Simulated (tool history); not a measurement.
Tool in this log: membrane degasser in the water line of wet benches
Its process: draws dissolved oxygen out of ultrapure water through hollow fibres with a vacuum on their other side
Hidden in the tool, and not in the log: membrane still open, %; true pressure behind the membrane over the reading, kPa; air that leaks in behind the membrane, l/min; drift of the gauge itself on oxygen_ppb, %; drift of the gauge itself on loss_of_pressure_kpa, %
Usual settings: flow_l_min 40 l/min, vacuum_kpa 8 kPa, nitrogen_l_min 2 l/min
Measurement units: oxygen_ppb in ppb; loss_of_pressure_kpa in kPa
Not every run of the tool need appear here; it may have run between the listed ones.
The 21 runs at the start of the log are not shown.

run    hour  flow_l_min  vacuum_kpa  nitrogen_l_min  hours since the membrane was changed  hours since the vacuum gauge was calibrated  hours since the vacuum lines were made tight  oxygen_ppb  loss_of_pressure_kpa
 22  1094.1          50           8            3.36                                  1559                                         2202                                          6829       179.2                 84.58
 23  1162.2          50           8            3.36                                  1627                                         2271                                          6897       177.3                 85.51
 24    1202          53        9.84            3.72                                  1666                                         2310                                          6937       232.4                    90
 25  1230.5          53        9.84            3.72                                  1695                                         2339                                          6965       232.6                 90.99
 26  1265.1          34        9.84            3.72                                  1730                                         2374                                          7000       146.1                 58.23
 27  1309.4          34        9.84            3.72                                  1774                                         2418                                          7044       146.4                 57.64
 28  1362.2          31       10.38            3.72                                  1827                                         2471                                          7097       144.1                 53.05
 29  1424.9          50           8            1.78                                  1889                                         2533                                          7160       295.5                 85.94
 30  1453.4          50       16.95            4.44                                  1918                                         2562                                          7188       362.5                 85.38
 31  1503.2          50       12.09            1.24                                  1968                                         2612                                          7238       686.1                 86.16
 32  1565.6          50       12.09            1.24                                  2030                                         2674                                          7300       683.2                 85.47

Each row is a separate what-if for the run after 32, all from the same tool condition, not one after another. Results?
  A  1601.1          34       12.09            1.35                                  2066                                         2709                                          7336           ?                     ?
  B  1601.1          52       12.09            3.67                                  2066                                         2709                                          7336           ?                     ?
  C  1601.1          33           8               2                                  2066                                         2709                                          7336           ?                     ?

run  oxygen_ppb  loss_of_pressure_kpa
  A       465.7                 58.31
  B       300.9                 89.84
  C       181.2                 56.29
What these runs would have given with no unlogged condition in the tool:
run  oxygen_ppb  loss_of_pressure_kpa
  A       465.6                  56.9
  B       300.8                 87.66
  C       181.2                 54.92

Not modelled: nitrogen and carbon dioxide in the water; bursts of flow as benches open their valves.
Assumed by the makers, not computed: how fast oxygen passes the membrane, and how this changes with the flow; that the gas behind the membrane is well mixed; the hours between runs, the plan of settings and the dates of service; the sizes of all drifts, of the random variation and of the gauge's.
